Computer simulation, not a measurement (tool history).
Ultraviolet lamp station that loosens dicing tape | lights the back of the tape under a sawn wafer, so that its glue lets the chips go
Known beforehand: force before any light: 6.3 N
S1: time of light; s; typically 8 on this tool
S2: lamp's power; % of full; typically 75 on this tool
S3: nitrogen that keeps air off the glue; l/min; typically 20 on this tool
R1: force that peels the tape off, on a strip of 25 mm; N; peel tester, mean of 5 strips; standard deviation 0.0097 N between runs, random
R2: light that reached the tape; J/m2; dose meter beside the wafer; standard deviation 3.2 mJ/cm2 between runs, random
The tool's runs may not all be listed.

run	hour	S1	S2	S3	R1	R2
1	0.0	8	75	20	0.439	4810
2	10.0	8	84	20	0.360	5430
3	26.8	8	84	20	0.367	5430
4	44.6	8	84	20	0.366	5410
5	62.0	8	84	20	0.375	5410
6	81.8	8	61	20	0.642	3850
7	98.9	5	75	20	1.018	3000
8	111.7	5	75	20	1.036	2980
9	124.9	5	75	20	1.020	2960
10	136.7	5	75	20	1.031	2990
11	154.5	8	63	20	0.626	3960
12	165.4	8	64	20	0.612	3990
13	175.2	8	85	20	0.376	5360
14	196.8	8	85	20	0.374	5320
15	212.6	8	85	20	0.382	5360
16	235.1	8	75	23	0.433	4680
17	251.1	6	93	10	0.852	4330
18	265.2	6	63	10	1.620	2940
19	275.8	16	75	20	0.224	9220
20	293.6	16	75	20	0.215	9270
21	312.6	7	67	29	0.579	3620
22	335.0	7	76	29	0.477	4110
23	347.7	7	76	29	0.508	4100
24	370.1	16	98	9	0.228	11930
25	380.3	11	74	14	0.383	6230
26	398.9	7	70	20	0.707	3720
27	408.1	7	88	26	0.405	4650
28	429.7	8	61	16	0.830	3710
29	440.6	8	61	13	0.919	3700
30	461.5	8	61	13	0.965	3680
31	473.6	8	61	13	0.979	3630
32	483.1	8	61	13	0.979	3640

Here are 4 independent what-if runs from the current tool condition. What would each one return?
A	493.3	9	77	13	?	?
B	493.3	11	93	13	?	?
C	493.3	5	97	7	?	?
D	493.3	8	62	20	?	?

run	R1	R2
A	0.538	5200
B	0.290	7630
C	1.381	3680
D	0.760	3700
The same runs, with their run-to-run variation unchanged, on a tool lacking any hidden condition would have given:
run	R1	R2
A	0.438	5830
B	0.258	8570
C	1.168	4120
D	0.619	4150

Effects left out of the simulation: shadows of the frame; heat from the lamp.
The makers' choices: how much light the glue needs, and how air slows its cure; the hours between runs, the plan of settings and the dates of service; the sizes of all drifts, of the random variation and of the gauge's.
